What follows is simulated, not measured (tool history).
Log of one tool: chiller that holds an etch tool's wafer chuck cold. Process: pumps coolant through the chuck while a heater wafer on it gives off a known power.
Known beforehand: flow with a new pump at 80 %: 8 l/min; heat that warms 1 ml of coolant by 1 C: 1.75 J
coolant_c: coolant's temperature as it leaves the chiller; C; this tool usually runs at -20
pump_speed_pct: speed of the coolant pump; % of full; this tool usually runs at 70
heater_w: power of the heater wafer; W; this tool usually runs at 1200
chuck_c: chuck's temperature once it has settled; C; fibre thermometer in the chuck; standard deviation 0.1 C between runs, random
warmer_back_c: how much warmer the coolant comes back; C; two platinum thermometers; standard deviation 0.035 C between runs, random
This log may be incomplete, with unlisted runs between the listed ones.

run 1 day=0.000 | coolant_c=-20 pump_speed_pct=70 heater_w=1200 | chuck_c=-4.3 warmer_back_c=5.96
run 2 day=1.379 | coolant_c=-20 pump_speed_pct=70 heater_w=1200 | chuck_c=-4.1 warmer_back_c=6.02
run 3 day=2.538 | coolant_c=-21 pump_speed_pct=70 heater_w=1200 | chuck_c=-5.2 warmer_back_c=5.94
run 4 day=3.450 | coolant_c=-21 pump_speed_pct=70 heater_w=1200 | chuck_c=-5.0 warmer_back_c=5.95
run 5 day=4.333 | coolant_c=-21 pump_speed_pct=70 heater_w=1200 | chuck_c=-5.1 warmer_back_c=5.96
run 6 day=5.671 | coolant_c=-21 pump_speed_pct=70 heater_w=1200 | chuck_c=-5.1 warmer_back_c=5.99
run 7 day=7.021 | coolant_c=-21 pump_speed_pct=70 heater_w=1200 | chuck_c=-5.1 warmer_back_c=5.95
run 8 day=8.329 | coolant_c=-21 pump_speed_pct=70 heater_w=1200 | chuck_c=-5.2 warmer_back_c=6.07
run 9 day=9.575 | coolant_c=-19 pump_speed_pct=70 heater_w=1200 | chuck_c=-3.3 warmer_back_c=5.99
run 10 day=10.292 | coolant_c=-19 pump_speed_pct=70 heater_w=1200 | chuck_c=-2.9 warmer_back_c=5.96
-- day=10.412 chiller's thermometer calibrated
run 11 day=10.979 | coolant_c=-19 pump_speed_pct=71 heater_w=1200 | chuck_c=-3.1 warmer_back_c=5.92
run 12 day=12.096 | coolant_c=-20 pump_speed_pct=70 heater_w=1200 | chuck_c=-4.1 warmer_back_c=5.95
run 13 day=12.962 | coolant_c=-20 pump_speed_pct=70 heater_w=1200 | chuck_c=-4.0 warmer_back_c=5.99
run 14 day=14.308 | coolant_c=-20 pump_speed_pct=70 heater_w=1200 | chuck_c=-4.0 warmer_back_c=5.98
run 15 day=15.654 | coolant_c=-20 pump_speed_pct=70 heater_w=1200 | chuck_c=-3.9 warmer_back_c=6.02
run 16 day=16.225 | coolant_c=-20 pump_speed_pct=70 heater_w=1200 | chuck_c=-3.9 warmer_back_c=5.98
run 17 day=17.325 | coolant_c=-16 pump_speed_pct=70 heater_w=1200 | chuck_c=0.0 warmer_back_c=6.03
-- day=18.188 chiller's thermometer calibrated, once more
run 18 day=18.188 | coolant_c=-16 pump_speed_pct=70 heater_w=1200 | chuck_c=0.2 warmer_back_c=5.99
run 19 day=18.896 | coolant_c=-24 pump_speed_pct=70 heater_w=680 | chuck_c=-14.8 warmer_back_c=3.39
run 20 day=19.567 | coolant_c=-24 pump_speed_pct=70 heater_w=680 | chuck_c=-14.7 warmer_back_c=3.38
run 21 day=20.458 | coolant_c=-24 pump_speed_pct=70 heater_w=680 | chuck_c=-14.7 warmer_back_c=3.40
run 22 day=21.592 | coolant_c=-24 pump_speed_pct=70 heater_w=680 | chuck_c=-14.8 warmer_back_c=3.43
run 23 day=22.946 | coolant_c=-23 pump_speed_pct=69 heater_w=1200 | chuck_c=-6.6 warmer_back_c=6.10
run 24 day=24.288 | coolant_c=-29 pump_speed_pct=95 heater_w=1200 | chuck_c=-16.8 warmer_back_c=4.35
run 25 day=25.338 | coolant_c=-29 pump_speed_pct=95 heater_w=1200 | chuck_c=-16.7 warmer_back_c=4.38
run 26 day=26.250 | coolant_c=-22 pump_speed_pct=89 heater_w=1136 | chuck_c=-9.5 warmer_back_c=4.43
run 27 day=26.900 | coolant_c=-25 pump_speed_pct=89 heater_w=1501 | chuck_c=-8.7 warmer_back_c=5.84
run 28 day=27.575 | coolant_c=-20 pump_speed_pct=65 heater_w=1553 | chuck_c=2.5 warmer_back_c=8.39
run 29 day=28.596 | coolant_c=-20 pump_speed_pct=70 heater_w=968 | chuck_c=-6.8 warmer_back_c=4.85
run 30 day=29.567 | coolant_c=-20 pump_speed_pct=70 heater_w=968 | chuck_c=-6.8 warmer_back_c=4.90
run 31 day=30.854 | coolant_c=-16 pump_speed_pct=70 heater_w=1200 | chuck_c=0.3 warmer_back_c=6.02

Had the tool no unlogged condition, and each run kept its random variation, what would the results have been?
Hidden state present: heat passed by the chuck's channels, % of clean ones'; flow at a given pump speed, % of a new pump's; coolant's true temperature over the reading, C; drift of the gauge itself on chuck_c, C; drift of the gauge itself on warmer_back_c, C.
run=1 chuck_c=-6.5 warmer_back_c=5.91
run=2 chuck_c=-6.3 warmer_back_c=5.97
run=3 chuck_c=-7.4 warmer_back_c=5.89
run=4 chuck_c=-7.2 warmer_back_c=5.89
run=5 chuck_c=-7.3 warmer_back_c=5.90
run=6 chuck_c=-7.4 warmer_back_c=5.92
run=7 chuck_c=-7.3 warmer_back_c=5.88
run=8 chuck_c=-7.5 warmer_back_c=6.00
run=9 chuck_c=-5.6 warmer_back_c=5.91
run=10 chuck_c=-5.2 warmer_back_c=5.88
run=11 chuck_c=-5.3 warmer_back_c=5.84
run=12 chuck_c=-6.4 warmer_back_c=5.87
run=13 chuck_c=-6.4 warmer_back_c=5.91
run=14 chuck_c=-6.4 warmer_back_c=5.90
run=15 chuck_c=-6.3 warmer_back_c=5.93
run=16 chuck_c=-6.3 warmer_back_c=5.90
run=17 chuck_c=-2.4 warmer_back_c=5.94
run=18 chuck_c=-2.3 warmer_back_c=5.90
run=19 chuck_c=-16.2 warmer_back_c=3.34
run=20 chuck_c=-16.1 warmer_back_c=3.32
run=21 chuck_c=-16.1 warmer_back_c=3.35
run=22 chuck_c=-16.3 warmer_back_c=3.37
run=23 chuck_c=-9.2 warmer_back_c=6.00
run=24 chuck_c=-18.8 warmer_back_c=4.27
run=25 chuck_c=-18.7 warmer_back_c=4.30
run=26 chuck_c=-11.5 warmer_back_c=4.35
run=27 chuck_c=-11.3 warmer_back_c=5.74
run=28 chuck_c=-1.1 warmer_back_c=8.23
run=29 chuck_c=-8.9 warmer_back_c=4.76
run=30 chuck_c=-8.9 warmer_back_c=4.81
run=31 chuck_c=-2.3 warmer_back_c=5.90

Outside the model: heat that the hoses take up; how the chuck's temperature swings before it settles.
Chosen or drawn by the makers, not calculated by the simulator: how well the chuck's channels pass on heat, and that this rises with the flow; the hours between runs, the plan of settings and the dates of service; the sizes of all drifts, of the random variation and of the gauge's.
